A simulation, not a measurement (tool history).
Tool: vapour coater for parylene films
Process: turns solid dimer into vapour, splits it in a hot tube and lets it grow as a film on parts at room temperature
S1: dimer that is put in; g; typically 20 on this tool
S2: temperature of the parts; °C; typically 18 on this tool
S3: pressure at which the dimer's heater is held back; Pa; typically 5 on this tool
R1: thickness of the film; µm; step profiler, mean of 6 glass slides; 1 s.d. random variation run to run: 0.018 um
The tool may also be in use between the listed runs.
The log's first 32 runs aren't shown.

Run 33, hour 373.7: usual settings but S1 26 g, S2 23 °C. Result: R1 8.37 µm.
Run 34, hour 386.2: usual settings but S1 31 g, S2 13 °C. Result: R1 15.43 µm.
Run 35, hour 400.4: usual settings but S3 2.44 Pa. Result: R1 8.47 µm.
Run 36, hour 413.8: usual settings but S1 17 g, S3 2.26 Pa. Result: R1 7.21 µm.
Run 37, hour 426.6: usual settings but S1 28 g, S2 11 °C. Result: R1 15.12 µm.
Run 38, hour 439.7: usual settings but S1 28 g, S2 11 °C. Result: R1 15.11 µm.
Run 39, hour 455.5: usual settings but S1 12 g, S2 23 °C, S3 9.98 Pa. Result: R1 3.63 µm.
Run 40, hour 468.3: usual settings but S1 16 g, S2 28 °C. Result: R1 4.12 µm.
Run 41, hour 479.5: usual settings but S1 16 g, S2 28 °C. Result: R1 4.1 µm.
Run 42, hour 492.2: usual settings but S1 16 g, S2 28 °C. Result: R1 4.1 µm.
Run 43, hour 508.9: usual settings but S1 16 g, S2 28 °C. Result: R1 4.07 µm.
Run 44, hour 517.7: usual settings but S1 16 g, S2 28 °C. Result: R1 4.07 µm.
Run 45, hour 531.9: usual settings but S1 16 g, S2 28 °C. Result: R1 4.09 µm.
Run 46, hour 542.6: usual settings but S1 31 g, S2 21 °C, S3 4.12 Pa. Result: R1 10.85 µm.
Run 47, hour 555.8: usual settings but S1 31 g, S2 21 °C, S3 4.12 Pa. Result: R1 10.87 µm.

Consider 4 possible next runs. They are alternatives, not a sequence: every one starts from the tool as it was left by run 47. What does each give?
Run A, hour 571.8: usual settings but S2 24 °C. Result: R1 ?.
Run B, hour 571.8: usual settings but S1 13 g, S3 2.25 Pa. Result: R1 ?.
Run C, hour 571.8: usual settings but S1 31 g, S2 21 °C, S3 9.07 Pa. Result: R1 ?.
Run D, hour 571.8: usual settings but S1 31 g, S2 21 °C, S3 3.07 Pa. Result: R1 ?.

run     R1
  A   6.02
  B   5.46
  C  10.16
  D  11.11
What these runs would have given with no unlogged condition in the tool:
run     R1
  A   6.32
  B   5.73
  C  10.67
  D  11.66
